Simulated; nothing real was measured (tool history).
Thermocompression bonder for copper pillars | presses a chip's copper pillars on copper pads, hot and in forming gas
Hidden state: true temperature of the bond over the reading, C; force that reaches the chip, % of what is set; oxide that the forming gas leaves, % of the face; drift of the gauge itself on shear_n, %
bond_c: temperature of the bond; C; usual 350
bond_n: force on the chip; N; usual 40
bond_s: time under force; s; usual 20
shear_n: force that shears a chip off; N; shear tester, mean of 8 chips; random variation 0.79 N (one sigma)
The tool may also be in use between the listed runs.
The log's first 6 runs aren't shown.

run	hour	bond_c	bond_n	bond_s	hours of work since the heater was calibrated	hours of work since the force cell was calibrated	hours of work since the gas filter was changed	shear_n
7	210.3	350	40	20	802	257	91	65.8
8	235.4	350	40	20	812	268	102	65.4
9	278.9	350	40	20	831	286	121	64.6
10	329.7	350	40	20	853	309	143	65.5
11	357.4	340	40	20	865	321	155	59.9
12	402.2	350	40	20	885	340	174	63.5
13	449.2	350	40	20	905	360	195	62.7
14	475.6	350	40	20	917	372	206	62.0
15	507.9	350	40	20	931	386	220	61.4
16	532.0	350	40	20	941	396	231	59.6
# hour 567.7: forming gas filter changed
17	577.5	325	34	19	961	416	4	48.1
18	606.3	325	34	19	973	428	17	48.6
19	630.2	371	49	43	983	439	27	94.5
20	674.8	321	40	20	1003	458	46	55.6
21	721.5	321	40	20	1023	478	67	54.4
22	746.7	379	40	40	1034	489	78	86.0
23	779.4	348	40	54	1048	503	92	80.7

Forecast run 24:
24	818.6	338	37	19	1065	520	109	?

shear_n: 55.3 N
Without the tool's hidden state the same run would have given shear_n 61.9 N.

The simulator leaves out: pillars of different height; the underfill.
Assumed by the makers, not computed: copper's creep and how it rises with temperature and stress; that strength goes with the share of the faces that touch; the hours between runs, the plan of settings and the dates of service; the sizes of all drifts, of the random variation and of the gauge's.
